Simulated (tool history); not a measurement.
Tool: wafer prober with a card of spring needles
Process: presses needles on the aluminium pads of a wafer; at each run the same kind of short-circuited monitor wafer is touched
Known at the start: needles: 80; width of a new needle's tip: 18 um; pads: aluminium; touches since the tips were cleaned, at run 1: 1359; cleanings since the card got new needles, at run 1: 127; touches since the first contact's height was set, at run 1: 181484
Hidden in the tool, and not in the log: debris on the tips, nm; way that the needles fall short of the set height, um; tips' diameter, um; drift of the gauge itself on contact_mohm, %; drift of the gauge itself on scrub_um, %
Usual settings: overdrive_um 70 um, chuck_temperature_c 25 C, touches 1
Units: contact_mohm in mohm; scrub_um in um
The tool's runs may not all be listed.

run	hour	overdrive_um	chuck_temperature_c	touches	touches since the tips were cleaned	cleanings since the card got new needles	touches since the first contact's height was set	contact_mohm	scrub_um
1	0.0	70	25	1	1359	127	181484	300	8.17
# hour 13.1: tips cleaned on abrasive film
# hour 33.4: tips cleaned on abrasive film
# hour 53.3: tips cleaned on abrasive film
2	53.3	70	25	1	0	130	193965	239	8.05
# hour 70.8: tips cleaned on abrasive film
# hour 83.1: height of the first contact set anew
# hour 91.0: tips cleaned on abrasive film
# hour 108.5: tips cleaned on abrasive film
3	124.9	67	25	1	3880	133	9805	379	8.04
# hour 128.9: tips cleaned on abrasive film
# hour 146.4: tips cleaned on abrasive film
4	161.5	67	25	1	3562	135	18370	376	8.01
# hour 166.0: tips cleaned on abrasive film
# hour 186.9: tips cleaned on abrasive film
# hour 198.9: tips cleaned on abrasive film, once more
# hour 216.4: tips cleaned on abrasive film
5	220.7	67	25	1	994	139	32191	309	8.02
# hour 237.5: tips cleaned on abrasive film
# hour 255.0: tips cleaned on abrasive film
# hour 276.4: tips cleaned on abrasive film
6	281.5	67	25	1	1208	142	46442	315	7.97
# hour 298.0: tips cleaned on abrasive film
# hour 319.3: tips cleaned on abrasive film
# hour 338.5: tips cleaned on abrasive film
# hour 357.5: tips cleaned on abrasive film
7	357.5	70	25	1	0	146	64233	239	8.32
# hour 375.0: tips cleaned on abrasive film
# hour 395.1: tips cleaned on abrasive film
8	395.1	59	25	1	0	148	73028	251	6.96
# hour 415.8: tips cleaned on abrasive film
# hour 433.3: tips cleaned on abrasive film
# hour 453.5: tips cleaned on abrasive film
9	470.5	59	25	1	4010	151	90710	443	6.92
# hour 473.9: tips cleaned on abrasive film
# hour 495.7: tips cleaned on abrasive film
# hour 516.4: tips cleaned on abrasive film
# hour 533.9: tips cleaned on abrasive film
10	534.8	59	25	1	199	155	105748	280	6.95
# hour 551.6: tips cleaned on abrasive film
# hour 571.9: tips cleaned on abrasive film
11	571.9	70	25	1	0	157	114444	240	8.27
# hour 593.6: tips cleaned on abrasive film
# hour 615.5: tips cleaned on abrasive film
12	615.6	70	25	1	33	159	124676	253	8.24
# hour 635.8: tips cleaned on abrasive film
# hour 656.9: tips cleaned on abrasive film
# hour 674.4: tips cleaned on abrasive film
# hour 695.3: tips cleaned on abrasive film
13	696.2	70	25	1	201	163	143546	260	8.20
# hour 713.1: tips cleaned on abrasive film
# hour 732.0: tips cleaned on abrasive film
14	732.0	70	25	1	0	165	151932	237	8.20
# hour 753.6: tips cleaned on abrasive film
# hour 774.6: tips cleaned on abrasive film
# hour 796.0: tips cleaned on abrasive film
15	796.0	63	61	2	0	168	166918	259	7.33
# hour 816.4: tips cleaned on abrasive film
# hour 837.7: tips cleaned on abrasive film
16	852.4	63	89	1	3480	170	180156	409	7.29
# hour 856.9: tips cleaned on abrasive film
# hour 878.7: tips cleaned on abrasive film
# hour 899.5: tips cleaned on abrasive film
# hour 919.9: tips cleaned on abrasive film
17	929.8	81	49	2	2334	174	198276	289	9.45
# hour 938.4: tips cleaned on abrasive film
# hour 938.7: height of the first contact set anew
# hour 958.9: tips cleaned on abrasive film
18	973.0	81	49	2	3316	176	8039	300	9.75
# hour 977.4: tips cleaned on abrasive film
# hour 998.2: tips cleaned on abrasive film
# hour 1015.7: tips cleaned on abrasive film
19	1018.6	70	35	2	677	179	18701	264	8.44
# hour 1034.3: tips cleaned on abrasive film
# hour 1055.3: tips cleaned on abrasive film
# hour 1073.8: tips cleaned on abrasive film
20	1073.8	57	25	1	0	182	31619	260	6.79
# hour 1091.3: tips cleaned on abrasive film
# hour 1111.2: tips cleaned on abrasive film
# hour 1131.9: tips cleaned on abrasive film
21	1147.1	70	99	1	3569	185	48808	379	8.36
# hour 1151.6: tips cleaned on abrasive film
# hour 1171.5: tips cleaned on abrasive film
# hour 1192.9: tips cleaned on abrasive film
# hour 1214.5: tips cleaned on abrasive film
22	1224.1	70	30	2	2269	189	66843	310	8.35
# hour 1232.3: tips cleaned on abrasive film
# hour 1253.6: tips cleaned on abrasive film
# hour 1274.5: tips cleaned on abrasive film
23	1279.0	70	30	2	1066	192	79688	280	8.33
# hour 1292.1: tips cleaned on abrasive film
# hour 1309.6: tips cleaned on abrasive film
24	1315.4	70	58	2	1351	194	88197	296	8.31
# hour 1328.5: tips cleaned on abrasive film
# hour 1348.9: tips cleaned on abrasive film
# hour 1368.4: tips cleaned on abrasive film
# hour 1389.6: tips cleaned on abrasive film
25	1389.6	80	48	2	0	198	105585	247	9.47
# hour 1411.1: tips cleaned on abrasive film
26	1427.5	50	41	1	3862	199	114484	535	5.85
# hour 1432.0: tips cleaned on abrasive film
# hour 1449.5: tips cleaned on abrasive film
27	1466.0	66	118	2	3898	201	123491	356	7.73
# hour 1470.3: tips cleaned on abrasive film
# hour 1487.8: tips cleaned on abrasive film
28	1504.0	70	30	1	3807	203	132378	391	8.24

Measured less the same run without the tool's hidden state. The same run-to-run variation is in both; the gauge's scatter may not be:
run	contact_mohm	scrub_um
1	+72	-0.29
2	+13	-0.36
3	+149	-0.01
4	+144	-0.03
5	+77	-0.06
6	+85	-0.08
7	+12	-0.12
8	+16	-0.13
9	+211	-0.15
10	+49	-0.17
11	+12	-0.19
12	+24	-0.21
13	+32	-0.24
14	+12	-0.25
15	+18	-0.28
16	+163	-0.30
17	+57	-0.32
18	+66	-0.01
19	+32	-0.03
20	+25	-0.06
21	+131	-0.08
22	+77	-0.10
23	+50	-0.13
24	+57	-0.14
25	+10	-0.17
26	+293	-0.18
27	+99	-0.20
28	+159	-0.21
